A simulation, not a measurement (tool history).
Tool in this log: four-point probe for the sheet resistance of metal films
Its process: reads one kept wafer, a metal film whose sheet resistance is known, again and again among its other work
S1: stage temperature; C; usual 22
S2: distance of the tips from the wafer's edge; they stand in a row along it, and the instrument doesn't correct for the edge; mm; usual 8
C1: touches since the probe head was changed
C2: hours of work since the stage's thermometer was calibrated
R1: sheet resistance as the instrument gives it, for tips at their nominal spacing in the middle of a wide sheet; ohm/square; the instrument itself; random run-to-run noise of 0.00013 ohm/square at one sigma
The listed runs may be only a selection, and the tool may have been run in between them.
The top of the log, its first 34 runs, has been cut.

run	hour	S1	S2	C1	C2	R1
35	2508.7	28	29	108799	2511	0.656205
36	2596.7	22	9	111932	2564	0.658734
37	2700.2	20	3	115620	2626	0.690167
# hour 2730.6: stage's thermometer calibrated
38	2775.2	20	3	118276	27	0.690531
39	2823.2	24	9	119986	56	0.658844
40	2900.5	21	15	122739	102	0.655418
41	2978.5	18	28	125520	150	0.653341
42	3061.2	19	28	128467	199	0.653838
43	3126.1	21	10	130781	239	0.657572
44	3187.9	19	8	132981	276	0.658471
45	3269	19	8	135872	325	0.658777
46	3342.3	23	24	138485	369	0.655083

3 options for the next run, each taken on its own from the tool as it stands now. Forecast them:
A	3427.6	19	40	141523	421	?
B	3427.6	24	9	141523	421	?
C	3427.6	30	6	141523	421	?

run	R1
A	0.653697
B	0.658806
C	0.666179
With no hidden state in the tool, these same runs would have given:
run	R1
A	0.653781
B	0.658891
C	0.666265
